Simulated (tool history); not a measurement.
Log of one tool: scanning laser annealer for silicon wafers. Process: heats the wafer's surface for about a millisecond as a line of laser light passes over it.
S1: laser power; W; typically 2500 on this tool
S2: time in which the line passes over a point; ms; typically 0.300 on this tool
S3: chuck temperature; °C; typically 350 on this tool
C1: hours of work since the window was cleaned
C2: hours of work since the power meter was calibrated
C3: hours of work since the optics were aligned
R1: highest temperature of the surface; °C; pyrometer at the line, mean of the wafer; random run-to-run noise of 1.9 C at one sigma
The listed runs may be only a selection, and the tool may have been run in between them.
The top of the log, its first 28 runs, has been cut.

run	hour	S1	S2	S3	C1	C2	C3	R1
29	784.7	2673	0.300	350	299	721	98	1230
30	803.8	2673	0.300	350	313	735	112	1226
31	833.6	2500	0.355	315	334	756	133	1185
32	849.5	2227	0.344	315	346	768	145	1044
33	874.3	2511	0.349	342	364	786	163	1208
34	910.9	2421	0.346	342	390	812	189	1159
35	938.1	2500	0.274	333	410	832	209	1086
36	966.9	2677	0.221	386	431	853	229	1128
37	984.1	2677	0.221	386	443	865	242	1125
38	1010.2	2509	0.237	365	462	884	261	1066
39	1028.9	2486	0.335	377	476	898	274	1201
40	1053.6	2500	0.300	345	493	915	292	1125

Predict each of these 5 candidate next runs independently; none follows another, all start after run 40:
A	1087.7	2307	0.300	350	518	940	317	?
B	1087.7	2309	0.333	359	518	940	317	?
C	1087.7	2500	0.300	335	518	940	317	?
D	1087.7	2500	0.300	358	518	940	317	?
E	1087.7	2353	0.300	310	518	940	317	?

run	R1
A	1046
B	1095
C	1116
D	1133
E	1029
The same runs, with their run-to-run variation unchanged, on a tool lacking any hidden condition would have given:
run	R1
A	1103
B	1155
C	1179
D	1196
E	1088

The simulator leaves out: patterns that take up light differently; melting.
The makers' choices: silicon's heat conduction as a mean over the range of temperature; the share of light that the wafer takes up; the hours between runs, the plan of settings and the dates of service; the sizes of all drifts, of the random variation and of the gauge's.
